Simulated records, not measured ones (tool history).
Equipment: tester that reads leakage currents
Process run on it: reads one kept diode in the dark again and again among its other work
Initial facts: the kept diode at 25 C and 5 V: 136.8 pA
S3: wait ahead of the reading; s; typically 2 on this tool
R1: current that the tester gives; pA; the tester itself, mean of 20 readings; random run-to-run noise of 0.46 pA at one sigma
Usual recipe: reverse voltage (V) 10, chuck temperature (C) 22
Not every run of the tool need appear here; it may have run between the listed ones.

run 1 hour=0 | reverse_voltage_(V)=10 chuck_temperature_(C)=22 S3=2 | R1=161.07
run 2 hour=46.5 | reverse_voltage_(V)=10 chuck_temperature_(C)=22 S3=2 | R1=161.21
run 3 hour=83.2 | reverse_voltage_(V)=10 chuck_temperature_(C)=22 S3=1.81 | R1=162.1
run 4 hour=119.1 | reverse_voltage_(V)=10 chuck_temperature_(C)=47 S3=2 | R1=1147.33
run 5 hour=152.5 | reverse_voltage_(V)=10 chuck_temperature_(C)=22 S3=0.57 | R1=165.32
run 6 hour=199.8 | reverse_voltage_(V)=10 chuck_temperature_(C)=22 S3=0.59 | R1=165.94
run 7 hour=235.7 | reverse_voltage_(V)=3.9 chuck_temperature_(C)=22 S3=2 | R1=100.47
run 8 hour=284.8 | reverse_voltage_(V)=10 chuck_temperature_(C)=22 S3=6.13 | R1=162.81
run 9 hour=337.1 | reverse_voltage_(V)=10 chuck_temperature_(C)=22 S3=6.13 | R1=163.02
run 10 hour=386.3 | reverse_voltage_(V)=10 chuck_temperature_(C)=22 S3=2 | R1=164.94
run 11 hour=421.7 | reverse_voltage_(V)=10 chuck_temperature_(C)=22 S3=2 | R1=164.64
run 12 hour=469 | reverse_voltage_(V)=16 chuck_temperature_(C)=29 S3=6.13 | R1=368.51
run 13 hour=503.1 | reverse_voltage_(V)=16 chuck_temperature_(C)=29 S3=6.13 | R1=369.21
run 14 hour=544.6 | reverse_voltage_(V)=9.9 chuck_temperature_(C)=22 S3=2 | R1=164.71
run 15 hour=580.4 | reverse_voltage_(V)=9.9 chuck_temperature_(C)=22 S3=2 | R1=164.74
run 16 hour=632.1 | reverse_voltage_(V)=14.1 chuck_temperature_(C)=33 S3=2.34 | R1=477.46
run 17 hour=683.3 | reverse_voltage_(V)=14.1 chuck_temperature_(C)=33 S3=2.34 | R1=478.16
run 18 hour=720.8 | reverse_voltage_(V)=14.1 chuck_temperature_(C)=33 S3=2.34 | R1=481.87
run 19 hour=768.4 | reverse_voltage_(V)=14.1 chuck_temperature_(C)=33 S3=2.34 | R1=482.56
run 20 hour=793.3 | reverse_voltage_(V)=1.4 chuck_temperature_(C)=33 S3=1.85 | R1=148.05
run 21 hour=839.8 | reverse_voltage_(V)=7.9 chuck_temperature_(C)=29 S3=1.85 | R1=260.58
run 22 hour=868 | reverse_voltage_(V)=7.9 chuck_temperature_(C)=29 S3=1.85 | R1=262.14

Forecast each of these 4 alternatives for the next run:
run A hour=910.3 | reverse_voltage_(V)=7.1 chuck_temperature_(C)=39 S3=2.97 | R1=?
run B hour=910.3 | reverse_voltage_(V)=6.8 chuck_temperature_(C)=40 S3=5.89 | R1=?
run C hour=910.3 | reverse_voltage_(V)=1.9 chuck_temperature_(C)=29 S3=0.38 | R1=?
run D hour=910.3 | reverse_voltage_(V)=2.5 chuck_temperature_(C)=28 S3=2.54 | R1=?

run=A R1=538.33
run=B R1=568.14
run=C R1=126.73
run=D R1=133.32
What these runs would have given with no unlogged condition in the tool:
run=A R1=508.9
run=B R1=537.98
run=C R1=119.18
run=D R1=124.74

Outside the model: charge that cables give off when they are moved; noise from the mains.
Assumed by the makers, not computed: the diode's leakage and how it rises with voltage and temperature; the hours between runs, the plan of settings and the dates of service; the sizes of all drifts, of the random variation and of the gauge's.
